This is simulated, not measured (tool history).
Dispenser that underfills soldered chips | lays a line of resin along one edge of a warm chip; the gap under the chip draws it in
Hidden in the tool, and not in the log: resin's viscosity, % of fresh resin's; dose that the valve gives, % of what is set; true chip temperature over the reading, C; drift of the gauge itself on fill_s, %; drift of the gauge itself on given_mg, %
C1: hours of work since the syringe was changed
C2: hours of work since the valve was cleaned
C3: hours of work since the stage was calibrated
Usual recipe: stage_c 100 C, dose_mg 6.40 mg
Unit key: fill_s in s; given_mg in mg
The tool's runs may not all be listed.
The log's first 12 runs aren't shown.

{"run": 13, "hour": 99.8, "stage_c": 100, "dose_mg": 6.4, "C1": 10, "C2": 7, "C3": 85, "fill_s": 84.9, "given_mg": 6.35}
{"hour": 100.8, "done": "new syringe of resin"}
{"run": 14, "hour": 106.7, "stage_c": 100, "dose_mg": 6.4, "C1": 4, "C2": 12, "C3": 90, "fill_s": 70.7, "given_mg": 6.4}
{"hour": 115.3, "done": "new syringe of resin"}
{"run": 15, "hour": 115.3, "stage_c": 90, "dose_mg": 6.4, "C1": 0, "C2": 19, "C3": 96, "fill_s": 91.0, "given_mg": 6.34}
{"run": 16, "hour": 123.8, "stage_c": 90, "dose_mg": 6.4, "C1": 7, "C2": 25, "C3": 103, "fill_s": 117.1, "given_mg": 6.33}
{"hour": 130.0, "done": "new syringe of resin"}
{"run": 17, "hour": 133.4, "stage_c": 90, "dose_mg": 6.4, "C1": 3, "C2": 32, "C3": 110, "fill_s": 100.4, "given_mg": 6.25}
{"run": 18, "hour": 141.4, "stage_c": 108, "dose_mg": 6.4, "C1": 9, "C2": 38, "C3": 116, "fill_s": 56.4, "given_mg": 6.23}
{"hour": 144.1, "done": "new syringe of resin"}
{"hour": 148.8, "done": "dispensing valve cleaned and set on the balance"}
{"run": 19, "hour": 153.3, "stage_c": 108, "dose_mg": 6.4, "C1": 6, "C2": 3, "C3": 124, "fill_s": 52.2, "given_mg": 6.39}
{"hour": 159.6, "done": "new syringe of resin"}
{"run": 20, "hour": 159.6, "stage_c": 108, "dose_mg": 6.4, "C1": 0, "C2": 8, "C3": 129, "fill_s": 41.7, "given_mg": 6.37}
{"run": 21, "hour": 165.0, "stage_c": 89, "dose_mg": 6.45, "C1": 4, "C2": 12, "C3": 133, "fill_s": 113.9, "given_mg": 6.41}
{"hour": 173.7, "done": "new syringe of resin"}
{"run": 22, "hour": 175.5, "stage_c": 89, "dose_mg": 6.45, "C1": 1, "C2": 20, "C3": 141, "fill_s": 103.5, "given_mg": 6.3}
{"run": 23, "hour": 183.7, "stage_c": 95, "dose_mg": 8.22, "C1": 8, "C2": 26, "C3": 147, "fill_s": 93.7, "given_mg": 8.05}
{"hour": 188.6, "done": "new syringe of resin"}
{"run": 24, "hour": 194.5, "stage_c": 95, "dose_mg": 8.22, "C1": 4, "C2": 34, "C3": 155, "fill_s": 82.3, "given_mg": 7.99}
{"hour": 202.8, "done": "new syringe of resin"}
{"run": 25, "hour": 202.8, "stage_c": 113, "dose_mg": 6.08, "C1": 0, "C2": 40, "C3": 161, "fill_s": 33.3, "given_mg": 5.88}
{"hour": 206.9, "done": "dispensing valve cleaned and set on the balance"}
{"run": 26, "hour": 209.1, "stage_c": 113, "dose_mg": 6.08, "C1": 4, "C2": 2, "C3": 165, "fill_s": 40.0, "given_mg": 6.05}
{"hour": 217.9, "done": "new syringe of resin"}
{"run": 27, "hour": 220.9, "stage_c": 103, "dose_mg": 6.62, "C1": 2, "C2": 10, "C3": 174, "fill_s": 54.8, "given_mg": 6.57}
{"run": 28, "hour": 228.3, "stage_c": 103, "dose_mg": 6.62, "C1": 8, "C2": 16, "C3": 179, "fill_s": 65.8, "given_mg": 6.53}
{"hour": 232.7, "done": "new syringe of resin"}
{"run": 29, "hour": 239.8, "stage_c": 99, "dose_mg": 6.01, "C1": 5, "C2": 25, "C3": 188, "fill_s": 74.0, "given_mg": 5.88}
{"run": 30, "hour": 246.2, "stage_c": 86, "dose_mg": 7.82, "C1": 10, "C2": 30, "C3": 193, "fill_s": 157.3, "given_mg": 7.59}
{"hour": 247.1, "done": "new syringe of resin"}
{"run": 31, "hour": 252.7, "stage_c": 86, "dose_mg": 7.82, "C1": 4, "C2": 34, "C3": 198, "fill_s": 125.6, "given_mg": 7.59}
{"hour": 261.3, "done": "new syringe of resin"}
{"hour": 265.5, "done": "dispensing valve cleaned and set on the balance"}
{"run": 32, "hour": 265.6, "stage_c": 100, "dose_mg": 7.56, "C1": 3, "C2": 0, "C3": 206, "fill_s": 62.0, "given_mg": 7.55}
{"run": 33, "hour": 271.4, "stage_c": 98, "dose_mg": 6.4, "C1": 7, "C2": 4, "C3": 211, "fill_s": 82.3, "given_mg": 6.36}
{"hour": 277.2, "done": "new syringe of resin"}
{"run": 34, "hour": 277.4, "stage_c": 98, "dose_mg": 6.4, "C1": 0, "C2": 9, "C3": 215, "fill_s": 64.1, "given_mg": 6.34}

Forecast each of these 3 alternatives for the next run:
{"run": "A", "hour": 287.4, "stage_c": 100, "dose_mg": 6.26, "C1": 8, "C2": 16, "C3": 223, "fill_s": "?", "given_mg": "?"}
{"run": "B", "hour": 287.4, "stage_c": 103, "dose_mg": 6.4, "C1": 8, "C2": 16, "C3": 223, "fill_s": "?", "given_mg": "?"}
{"run": "C", "hour": 287.4, "stage_c": 102, "dose_mg": 6.4, "C1": 8, "C2": 16, "C3": 223, "fill_s": "?", "given_mg": "?"}

run=A fill_s=76.2 given_mg=6.18
run=B fill_s=68.2 given_mg=6.33
run=C fill_s=69.4 given_mg=6.26
Had the tool no hidden state, the same runs would have come out as:
run=A fill_s=58.7 given_mg=6.27
run=B fill_s=52.6 given_mg=6.42
run=C fill_s=53.5 given_mg=6.35
